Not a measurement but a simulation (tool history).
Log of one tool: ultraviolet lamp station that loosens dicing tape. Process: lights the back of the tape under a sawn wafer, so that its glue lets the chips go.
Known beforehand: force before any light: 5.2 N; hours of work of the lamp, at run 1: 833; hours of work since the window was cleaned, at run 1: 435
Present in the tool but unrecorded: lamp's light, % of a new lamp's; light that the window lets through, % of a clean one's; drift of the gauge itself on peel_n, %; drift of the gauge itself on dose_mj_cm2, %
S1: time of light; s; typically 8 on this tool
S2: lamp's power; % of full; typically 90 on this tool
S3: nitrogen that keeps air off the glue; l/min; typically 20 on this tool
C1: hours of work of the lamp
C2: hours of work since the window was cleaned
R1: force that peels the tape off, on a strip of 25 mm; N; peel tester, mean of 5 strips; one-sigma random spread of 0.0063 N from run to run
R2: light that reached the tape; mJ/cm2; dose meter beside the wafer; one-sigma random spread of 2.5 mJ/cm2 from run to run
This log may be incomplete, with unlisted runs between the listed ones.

| run | hour | S1 | S2 | S3 | C1 | C2 | R1 | R2 |
|---|---|---|---|---|---|---|---|---|
| 1 | 0 | 8 | 90 | 20 | 833 | 435 | 0.187 | 296 |
|  | 34.1 | window cleaned of glue's vapour |
| 2 | 62.7 | 8 | 90 | 20 | 859 | 12 | 0.184 | 295 |
| 3 | 144.4 | 5 | 90 | 20 | 892 | 45 | 0.345 | 184 |
| 4 | 184.8 | 8 | 90 | 26 | 909 | 62 | 0.181 | 301 |
| 5 | 233.9 | 8 | 90 | 26 | 929 | 82 | 0.179 | 302 |
| 6 | 310.2 | 8 | 90 | 26 | 960 | 114 | 0.179 | 297 |
| 7 | 351.4 | 8 | 90 | 26 | 977 | 131 | 0.183 | 304 |
| 8 | 412.9 | 8 | 90 | 26 | 1003 | 156 | 0.185 | 296 |
| 9 | 453.5 | 7 | 90 | 20 | 1019 | 173 | 0.219 | 263 |
|  | 463.6 | lamp changed |
| 10 | 508.7 | 7 | 90 | 20 | 19 | 195 | 0.204 | 259 |
| 11 | 560.6 | 8 | 87 | 20 | 40 | 216 | 0.191 | 290 |
| 12 | 639.2 | 8 | 87 | 20 | 72 | 249 | 0.187 | 291 |
| 13 | 677.1 | 8 | 87 | 20 | 88 | 264 | 0.192 | 292 |
| 14 | 762 | 8 | 87 | 20 | 123 | 299 | 0.198 | 285 |
| 15 | 830.4 | 8 | 90 | 6 | 151 | 327 | 0.372 | 300 |
| 16 | 885.7 | 8 | 90 | 6 | 174 | 350 | 0.373 | 301 |
| 17 | 964.9 | 11 | 90 | 16 | 206 | 383 | 0.173 | 407 |
| 18 | 1024.9 | 9 | 80 | 18 | 231 | 407 | 0.195 | 301 |
| 19 | 1091.2 | 9 | 80 | 12 | 258 | 435 | 0.24 | 299 |
|  | 1122.9 | window cleaned of glue's vapour |
| 20 | 1130.7 | 6 | 74 | 17 | 274 | 3 | 0.415 | 182 |
| 21 | 1169.2 | 6 | 99 | 20 | 290 | 19 | 0.249 | 245 |
| 22 | 1223.7 | 8 | 77 | 30 | 313 | 42 | 0.186 | 260 |
| 23 | 1303.5 | 8 | 68 | 25 | 345 | 74 | 0.226 | 228 |
| 24 | 1365.1 | 8 | 68 | 25 | 371 | 100 | 0.23 | 223 |
| 25 | 1433 | 10 | 79 | 25 | 399 | 128 | 0.182 | 331 |
| 26 | 1518.4 | 15 | 98 | 36 | 434 | 163 | 0.159 | 610 |
| 27 | 1571.2 | 10 | 87 | 20 | 456 | 185 | 0.184 | 364 |
| 28 | 1645.1 | 7 | 97 | 7 | 486 | 215 | 0.367 | 284 |
| 29 | 1719 | 12 | 66 | 16 | 516 | 245 | 0.2 | 333 |

Predict each of these 4 candidate next runs independently; none follows another, all start after run 29:
| A | 1791 | 4 | 66 | 19 | 546 | 275 | ? | ? |
| B | 1791 | 14 | 90 | 19 | 546 | 275 | ? | ? |
| C | 1791 | 8 | 79 | 20 | 546 | 275 | ? | ? |
| D | 1791 | 7 | 90 | 6 | 546 | 275 | ? | ? |

| run | R1 | R2 |
|---|---|---|
| A | 0.924 | 112 |
| B | 0.174 | 526 |
| C | 0.213 | 263 |
| D | 0.461 | 264 |
With no hidden state in the tool, these same runs would have given:
| run | R1 | R2 |
|---|---|---|
| A | 0.919 | 112 |
| B | 0.174 | 527 |
| C | 0.213 | 264 |
| D | 0.458 | 265 |
